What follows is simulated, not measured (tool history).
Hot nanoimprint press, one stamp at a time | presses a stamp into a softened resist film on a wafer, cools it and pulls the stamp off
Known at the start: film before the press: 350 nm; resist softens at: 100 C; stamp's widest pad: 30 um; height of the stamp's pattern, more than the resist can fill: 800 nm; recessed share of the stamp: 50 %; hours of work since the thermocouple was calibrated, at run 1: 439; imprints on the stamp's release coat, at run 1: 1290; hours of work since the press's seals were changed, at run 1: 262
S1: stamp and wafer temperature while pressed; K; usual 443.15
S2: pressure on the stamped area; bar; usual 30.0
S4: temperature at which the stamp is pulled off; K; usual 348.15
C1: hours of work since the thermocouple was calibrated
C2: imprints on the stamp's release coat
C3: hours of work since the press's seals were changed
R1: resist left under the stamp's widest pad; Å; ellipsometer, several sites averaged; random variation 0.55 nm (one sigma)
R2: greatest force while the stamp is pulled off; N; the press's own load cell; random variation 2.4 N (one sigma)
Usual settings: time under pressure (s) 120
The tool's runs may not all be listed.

Run 1, hour 0.0: usual settings; C1 439; C2 1290; C3 262. Result: R1 1227 Å, R2 145 N.
Run 2, hour 42.5: usual settings but S4 342.15 K; C1 465; C2 1387; C3 288. Result: R1 1240 Å, R2 160 N.
At hour 60.4: stamp cleaned and given a new release coat.
Run 3, hour 78.1: usual settings but S4 337.15 K; C1 483; C2 40; C3 306. Result: R1 1223 Å, R2 123 N.
Run 4, hour 100.5: usual settings but S4 337.15 K; C1 497; C2 91; C3 319. Result: R1 1224 Å, R2 129 N.
Run 5, hour 135.4: usual settings; C1 518; C2 170; C3 341. Result: R1 1227 Å, R2 111 N.
Run 6, hour 172.5: usual settings; C1 540; C2 255; C3 363. Result: R1 1220 Å, R2 116 N.
At hour 197.0: plate thermocouple calibrated.
Run 7, hour 205.0: usual settings; C1 5; C2 322; C3 381. Result: R1 1349 Å, R2 124 N.
Run 8, hour 244.5: usual settings; C1 29; C2 412; C3 405. Result: R1 1349 Å, R2 121 N.
Run 9, hour 289.9: usual settings; C1 57; C2 515; C3 433. Result: R1 1342 Å, R2 130 N.
Run 10, hour 332.7: usual settings but S4 345.15 K; C1 83; C2 613; C3 459. Result: R1 1338 Å, R2 131 N.
Run 11, hour 369.0: usual settings but S4 345.15 K; C1 105; C2 695; C3 481. Result: R1 1330 Å, R2 137 N.
Run 12, hour 413.9: usual settings but S1 450.15 K, S2 29.6 bar, time under pressure (s) 224, S4 347.15 K; C1 132; C2 797; C3 508. Result: R1 744 Å, R2 141 N.
Run 13, hour 456.4: usual settings but S1 435.15 K, time under pressure (s) 132; C1 158; C2 894; C3 534. Result: R1 1820 Å, R2 139 N.
Run 14, hour 504.1: usual settings but S1 435.15 K, S2 18.9 bar, time under pressure (s) 132, S4 339.15 K; C1 187; C2 1003; C3 563. Result: R1 2150 Å, R2 160 N.
Run 15, hour 529.5: usual settings but S1 435.15 K, S2 18.9 bar, time under pressure (s) 77, S4 339.15 K; C1 202; C2 1060; C3 579. Result: R1 2481 Å, R2 157 N.
Run 16, hour 562.5: usual settings but S1 436.15 K, S2 35.4 bar, S4 344.15 K; C1 223; C2 1136; C3 599. Result: R1 1688 Å, R2 150 N.
Run 17, hour 592.0: usual settings but S1 448.15 K, S2 29.0 bar, time under pressure (s) 109, S4 334.15 K; C1 240; C2 1203; C3 617. Result: R1 1103 Å, R2 176 N.
Run 18, hour 613.4: usual settings but S1 448.15 K, time under pressure (s) 77; C1 254; C2 1251; C3 630. Result: R1 1247 Å, R2 152 N.
Run 19, hour 634.5: usual settings but S1 448.15 K, time under pressure (s) 77; C1 266; C2 1299; C3 643. Result: R1 1260 Å, R2 155 N.

How the hidden state differs across the entries between the runs, from the last listed run before each to the first after it:
Between runs 2 and 3: stamp cleaned and given a new release coat (hour 60.4)
  true temperature over the reading, C: 1.83 -> 1.9; pressure that arrives at the usual setting, %: 97.81 -> 97.68; grip of the stamp's worn release coat, % over a new coat's: 40.2 -> 1.1
  measured less the result without the state, R1: -94 -> -96 Å; R2: +44 -> -1 N
Between runs 6 and 7: plate thermocouple calibrated (hour 197.0)
  true temperature over the reading, C: 2.12 -> -0.1; pressure that arrives at the usual setting, %: 97.27 -> 97.13; grip of the stamp's worn release coat, % over a new coat's: 7.1 -> 9
  measured less the result without the state, R1: -107 -> +24 Å; R2: +5 -> +10 N

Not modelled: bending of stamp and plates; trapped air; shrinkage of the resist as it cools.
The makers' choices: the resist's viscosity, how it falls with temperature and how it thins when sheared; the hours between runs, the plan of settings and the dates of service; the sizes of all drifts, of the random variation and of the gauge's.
